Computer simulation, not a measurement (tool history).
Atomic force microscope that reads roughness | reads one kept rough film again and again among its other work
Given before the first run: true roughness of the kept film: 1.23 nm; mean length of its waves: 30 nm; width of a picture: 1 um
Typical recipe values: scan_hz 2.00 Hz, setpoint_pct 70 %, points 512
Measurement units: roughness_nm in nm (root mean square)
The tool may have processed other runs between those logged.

Run 1, day 0.000: usual settings. Result: roughness_nm 1.018 nm (root mean square).
Run 2, day 0.438: usual settings. Result: roughness_nm 0.981 nm (root mean square).
At day 0.604: new tip fitted.
Run 3, day 0.942: usual settings. Result: roughness_nm 1.039 nm (root mean square).
Run 4, day 1.371: usual settings. Result: roughness_nm 1.012 nm (root mean square).
Run 5, day 1.671: usual settings. Result: roughness_nm 0.994 nm (root mean square).
At day 2.108: new tip fitted.
Run 6, day 2.154: usual settings. Result: roughness_nm 1.071 nm (root mean square).
Run 7, day 2.450: usual settings. Result: roughness_nm 1.052 nm (root mean square).
At day 2.521: height scale calibrated on a step standard.
Run 8, day 2.921: usual settings but setpoint_pct 57 %, points 854. Result: roughness_nm 1.060 nm (root mean square).
Run 9, day 3.225: usual settings but setpoint_pct 57 %, points 771. Result: roughness_nm 1.041 nm (root mean square).
At day 3.621: new tip fitted.
Run 10, day 3.671: usual settings but setpoint_pct 59 %, points 482. Result: roughness_nm 1.111 nm (root mean square).

Run 11 is up next; what results do you expect?
Run 11, day 4.071: usual settings but scan_hz 0.77 Hz, setpoint_pct 86 %, points 495. Result: roughness_nm ?.

Run 11 yielded roughness_nm 1.050 nm (root mean square).
Without the tool's hidden state the same run would have given roughness_nm 1.083 nm (root mean square).

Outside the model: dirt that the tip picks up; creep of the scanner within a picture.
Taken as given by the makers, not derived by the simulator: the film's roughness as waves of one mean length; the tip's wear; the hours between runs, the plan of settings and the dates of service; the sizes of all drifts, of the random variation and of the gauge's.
